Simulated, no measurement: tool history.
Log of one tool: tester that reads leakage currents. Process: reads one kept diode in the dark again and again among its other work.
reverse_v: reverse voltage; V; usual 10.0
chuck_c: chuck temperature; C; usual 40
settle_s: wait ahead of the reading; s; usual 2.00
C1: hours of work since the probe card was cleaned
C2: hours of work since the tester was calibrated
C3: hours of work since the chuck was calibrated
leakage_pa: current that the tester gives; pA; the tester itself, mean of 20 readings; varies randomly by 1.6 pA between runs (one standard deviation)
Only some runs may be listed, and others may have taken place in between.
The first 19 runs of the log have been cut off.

{"run": 20, "hour": 441.9, "reverse_v": 10.0, "chuck_c": 40, "settle_s": 1.38, "C1": 689, "C2": 405, "C3": 781, "leakage_pa": 520.69}
{"run": 21, "hour": 471.9, "reverse_v": 10.0, "chuck_c": 40, "settle_s": 1.38, "C1": 701, "C2": 417, "C3": 793, "leakage_pa": 520.23}
{"run": 22, "hour": 500.0, "reverse_v": 10.0, "chuck_c": 40, "settle_s": 1.38, "C1": 712, "C2": 428, "C3": 805, "leakage_pa": 518.69}
{"run": 23, "hour": 528.0, "reverse_v": 10.0, "chuck_c": 35, "settle_s": 2.08, "C1": 723, "C2": 440, "C3": 816, "leakage_pa": 357.21}
{"run": 24, "hour": 555.6, "reverse_v": 8.2, "chuck_c": 38, "settle_s": 1.26, "C1": 735, "C2": 451, "C3": 827, "leakage_pa": 409.94}
{"run": 25, "hour": 577.1, "reverse_v": 8.2, "chuck_c": 38, "settle_s": 1.26, "C1": 743, "C2": 459, "C3": 836, "leakage_pa": 409.74}
{"run": 26, "hour": 605.8, "reverse_v": 10.0, "chuck_c": 36, "settle_s": 6.33, "C1": 755, "C2": 471, "C3": 847, "leakage_pa": 385.85}
{"run": 27, "hour": 635.5, "reverse_v": 1.1, "chuck_c": 38, "settle_s": 6.35, "C1": 767, "C2": 483, "C3": 859, "leakage_pa": 170.4}
{"run": 28, "hour": 662.0, "reverse_v": 1.1, "chuck_c": 38, "settle_s": 6.35, "C1": 777, "C2": 493, "C3": 870, "leakage_pa": 170.14}
{"run": 29, "hour": 686.3, "reverse_v": 1.5, "chuck_c": 36, "settle_s": 6.67, "C1": 787, "C2": 503, "C3": 880, "leakage_pa": 167.31}
{"run": 30, "hour": 701.6, "reverse_v": 4.4, "chuck_c": 21, "settle_s": 6.67, "C1": 793, "C2": 509, "C3": 886, "leakage_pa": 83.95}
{"run": 31, "hour": 717.8, "reverse_v": 10.5, "chuck_c": 57, "settle_s": 6.67, "C1": 800, "C2": 516, "C3": 892, "leakage_pa": 1730.34}
{"run": 32, "hour": 730.3, "reverse_v": 10.0, "chuck_c": 47, "settle_s": 6.09, "C1": 805, "C2": 521, "C3": 897, "leakage_pa": 850.66}
{"run": 33, "hour": 755.5, "reverse_v": 10.0, "chuck_c": 47, "settle_s": 6.09, "C1": 815, "C2": 531, "C3": 908, "leakage_pa": 849.96}
{"run": 34, "hour": 778.9, "reverse_v": 9.6, "chuck_c": 25, "settle_s": 6.09, "C1": 824, "C2": 540, "C3": 917, "leakage_pa": 165.85}
{"run": 35, "hour": 798.3, "reverse_v": 9.6, "chuck_c": 25, "settle_s": 6.09, "C1": 832, "C2": 548, "C3": 925, "leakage_pa": 165.38}
{"run": 36, "hour": 819.5, "reverse_v": 5.7, "chuck_c": 35, "settle_s": 6.09, "C1": 841, "C2": 557, "C3": 933, "leakage_pa": 277.28}
{"run": 37, "hour": 847.3, "reverse_v": 5.7, "chuck_c": 35, "settle_s": 6.09, "C1": 852, "C2": 568, "C3": 944, "leakage_pa": 278.07}
{"run": 38, "hour": 874.3, "reverse_v": 1.1, "chuck_c": 54, "settle_s": 3.8, "C1": 863, "C2": 579, "C3": 955, "leakage_pa": 537.86}
{"run": 39, "hour": 886.7, "reverse_v": 10.9, "chuck_c": 36, "settle_s": 0.87, "C1": 868, "C2": 584, "C3": 960, "leakage_pa": 403.17}
{"run": 40, "hour": 917.0, "reverse_v": 16.1, "chuck_c": 38, "settle_s": 6.67, "C1": 880, "C2": 596, "C3": 973, "leakage_pa": 549.39}
{"run": 41, "hour": 937.7, "reverse_v": 18.7, "chuck_c": 54, "settle_s": 3.18, "C1": 888, "C2": 604, "C3": 981, "leakage_pa": 1810.95}

3 ways to go on from here, each from the tool as it stands after run 41. What would each give?
{"run": "A", "hour": 966.0, "reverse_v": 9.5, "chuck_c": 54, "settle_s": 3.18, "C1": 900, "C2": 616, "C3": 992, "leakage_pa": "?"}
{"run": "B", "hour": 966.0, "reverse_v": 10.0, "chuck_c": 40, "settle_s": 2.6, "C1": 900, "C2": 616, "C3": 992, "leakage_pa": "?"}
{"run": "C", "hour": 966.0, "reverse_v": 3.9, "chuck_c": 40, "settle_s": 3.0, "C1": 900, "C2": 616, "C3": 992, "leakage_pa": "?"}

run=A leakage_pa=1351.45
run=B leakage_pa=515.14
run=C leakage_pa=339.43
With the hidden condition removed and each run's random variation left untouched, the same runs would have given:
run=A leakage_pa=1416.47
run=B leakage_pa=530.25
run=C leakage_pa=354.86
